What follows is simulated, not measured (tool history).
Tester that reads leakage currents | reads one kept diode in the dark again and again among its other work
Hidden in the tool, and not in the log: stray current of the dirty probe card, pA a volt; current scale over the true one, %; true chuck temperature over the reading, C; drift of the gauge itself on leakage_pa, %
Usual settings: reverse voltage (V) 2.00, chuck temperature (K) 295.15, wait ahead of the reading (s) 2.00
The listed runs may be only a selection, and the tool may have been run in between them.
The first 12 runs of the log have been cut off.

run,hour,reverse voltage (V),chuck temperature (K),wait ahead of the reading (s),hours of work since the probe card was cleaned,hours of work since the tester was calibrated,hours of work since the chuck was calibrated,current that the tester gives (pA)
13,2142.8,1.63,295.15,2.00,1915,1915,514,34.43
14,2304.5,4.33,295.15,2.00,1997,1997,595,46.56
15,2438.4,4.33,295.15,2.00,2064,2064,663,46.81
16,2620.0,4.33,295.15,2.00,2156,2156,754,46.41
# hour 2734.3: chuck's temperature calibrated
17,2760.6,11.82,322.15,2.00,2226,2226,13,571.91
# hour 2807.4: probe card cleaned and baked
18,2889.0,3.07,313.15,4.88,41,2289,77,189.02
# hour 2957.2: tester calibrated
19,3073.5,13.17,331.15,3.07,133,59,169,1138.99
20,3280.5,13.17,331.15,3.07,238,163,273,1136.25
21,3535.6,2.00,293.15,0.91,366,292,402,31.11
22,3742.4,2.00,296.15,0.91,471,396,506,40.40
23,3888.0,15.27,321.15,0.91,544,470,579,575.36
24,4102.0,2.00,315.15,0.83,652,578,687,196.15
25,4311.8,4.85,327.15,0.65,758,683,793,630.54
# hour 4332.2: chuck's temperature calibrated
26,4545.8,4.93,297.15,0.50,875,800,108,59.23
27,4679.6,2.00,295.15,2.65,943,868,175,36.74
28,4803.2,18.35,295.15,2.65,1005,930,238,73.06
29,5060.7,3.44,298.15,6.43,1135,1060,368,56.27
30,5294.8,3.44,298.15,6.43,1253,1178,486,56.26

Consider 3 possible next runs. They are alternatives, not a sequence: every one starts from the tool as it was left by run 30. What does each give?
A,5449.4,3.39,308.15,3.57,1331,1256,564,?
B,5449.4,3.44,320.15,1.89,1331,1256,564,?
C,5449.4,2.65,295.15,3.92,1331,1256,564,?

run,current that the tester gives (pA)
A,131.41
B,339.64
C,40.02
What these runs would have given with no unlogged condition in the tool:
run,current that the tester gives (pA)
A,131.39
B,339.59
C,40.01

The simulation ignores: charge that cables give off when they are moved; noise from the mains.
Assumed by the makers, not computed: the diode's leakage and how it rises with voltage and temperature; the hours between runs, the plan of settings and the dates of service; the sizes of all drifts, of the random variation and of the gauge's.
